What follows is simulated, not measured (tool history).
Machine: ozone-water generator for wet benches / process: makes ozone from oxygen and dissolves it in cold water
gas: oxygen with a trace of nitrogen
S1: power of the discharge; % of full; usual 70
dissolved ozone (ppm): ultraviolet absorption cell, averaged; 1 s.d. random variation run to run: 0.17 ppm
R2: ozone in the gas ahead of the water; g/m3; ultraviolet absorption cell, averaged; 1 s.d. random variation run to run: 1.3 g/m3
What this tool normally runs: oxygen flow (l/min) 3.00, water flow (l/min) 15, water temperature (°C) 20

{"run": 1, "day": 0.0, "S1": 70, "oxygen flow (l/min)": 3.0, "water flow (l/min)": 15, "water temperature (°C)": 20, "dissolved ozone (ppm)": 23.4, "R2": 231.5}
{"run": 2, "day": 1.25, "S1": 70, "oxygen flow (l/min)": 3.0, "water flow (l/min)": 15, "water temperature (°C)": 20, "dissolved ozone (ppm)": 23.6, "R2": 232.5}
{"run": 3, "day": 2.021, "S1": 70, "oxygen flow (l/min)": 3.0, "water flow (l/min)": 15, "water temperature (°C)": 20, "dissolved ozone (ppm)": 23.6, "R2": 232.1}
{"run": 4, "day": 2.721, "S1": 70, "oxygen flow (l/min)": 3.0, "water flow (l/min)": 15, "water temperature (°C)": 20, "dissolved ozone (ppm)": 23.6, "R2": 231.8}
{"run": 5, "day": 3.3, "S1": 70, "oxygen flow (l/min)": 3.0, "water flow (l/min)": 15, "water temperature (°C)": 20, "dissolved ozone (ppm)": 23.6, "R2": 232.5}
{"run": 6, "day": 3.883, "S1": 70, "oxygen flow (l/min)": 3.0, "water flow (l/min)": 15, "water temperature (°C)": 20, "dissolved ozone (ppm)": 23.8, "R2": 233.5}
{"run": 7, "day": 4.612, "S1": 70, "oxygen flow (l/min)": 3.0, "water flow (l/min)": 15, "water temperature (°C)": 20, "dissolved ozone (ppm)": 23.5, "R2": 231.7}
{"run": 8, "day": 5.396, "S1": 70, "oxygen flow (l/min)": 3.0, "water flow (l/min)": 15, "water temperature (°C)": 20, "dissolved ozone (ppm)": 23.8, "R2": 231.4}
{"run": 9, "day": 6.321, "S1": 70, "oxygen flow (l/min)": 3.0, "water flow (l/min)": 15, "water temperature (°C)": 20, "dissolved ozone (ppm)": 23.8, "R2": 232.8}
{"run": 10, "day": 7.204, "S1": 70, "oxygen flow (l/min)": 3.0, "water flow (l/min)": 15, "water temperature (°C)": 20, "dissolved ozone (ppm)": 23.7, "R2": 234.1}
{"run": 11, "day": 7.938, "S1": 70, "oxygen flow (l/min)": 3.0, "water flow (l/min)": 19, "water temperature (°C)": 20, "dissolved ozone (ppm)": 19.7, "R2": 232.6}
{"run": 12, "day": 8.938, "S1": 70, "oxygen flow (l/min)": 3.0, "water flow (l/min)": 19, "water temperature (°C)": 20, "dissolved ozone (ppm)": 19.7, "R2": 232.7}
{"run": 13, "day": 10.062, "S1": 70, "oxygen flow (l/min)": 3.0, "water flow (l/min)": 19, "water temperature (°C)": 20, "dissolved ozone (ppm)": 19.4, "R2": 230.8}
{"run": 14, "day": 10.9, "S1": 43, "oxygen flow (l/min)": 3.0, "water flow (l/min)": 15, "water temperature (°C)": 20, "dissolved ozone (ppm)": 18.1, "R2": 177.8}
{"run": 15, "day": 11.712, "S1": 70, "oxygen flow (l/min)": 1.75, "water flow (l/min)": 15, "water temperature (°C)": 20, "dissolved ozone (ppm)": 20.9, "R2": 296.0}
{"run": 16, "day": 12.354, "S1": 70, "oxygen flow (l/min)": 1.75, "water flow (l/min)": 15, "water temperature (°C)": 20, "dissolved ozone (ppm)": 21.3, "R2": 295.6}
{"run": 17, "day": 13.388, "S1": 70, "oxygen flow (l/min)": 3.0, "water flow (l/min)": 15, "water temperature (°C)": 20, "dissolved ozone (ppm)": 23.6, "R2": 233.1}
{"run": 18, "day": 14.704, "S1": 70, "oxygen flow (l/min)": 4.33, "water flow (l/min)": 17, "water temperature (°C)": 18, "dissolved ozone (ppm)": 23.2, "R2": 195.9}
{"run": 19, "day": 15.379, "S1": 46, "oxygen flow (l/min)": 2.24, "water flow (l/min)": 16, "water temperature (°C)": 17, "dissolved ozone (ppm)": 17.4, "R2": 210.8}
{"run": 20, "day": 16.608, "S1": 46, "oxygen flow (l/min)": 4.77, "water flow (l/min)": 18, "water temperature (°C)": 14, "dissolved ozone (ppm)": 18.9, "R2": 149.1}
{"run": 21, "day": 17.375, "S1": 61, "oxygen flow (l/min)": 4.85, "water flow (l/min)": 18, "water temperature (°C)": 16, "dissolved ozone (ppm)": 21.8, "R2": 174.1}
{"run": 22, "day": 18.433, "S1": 70, "oxygen flow (l/min)": 3.0, "water flow (l/min)": 12, "water temperature (°C)": 24, "dissolved ozone (ppm)": 26.1, "R2": 233.9}

Run 23 comes next. What will it give?
{"run": 23, "day": 19.542, "S1": 70, "oxygen flow (l/min)": 3.0, "water flow (l/min)": 12, "water temperature (°C)": 24, "dissolved ozone (ppm)": "?", "R2": "?"}

{"run 23": {"dissolved ozone (ppm)": 26.1, "R2": 232.8}}
Had the tool carried no hidden state, the very same run would have given dissolved ozone (ppm) 26.1, R2 232.9 g/m3.
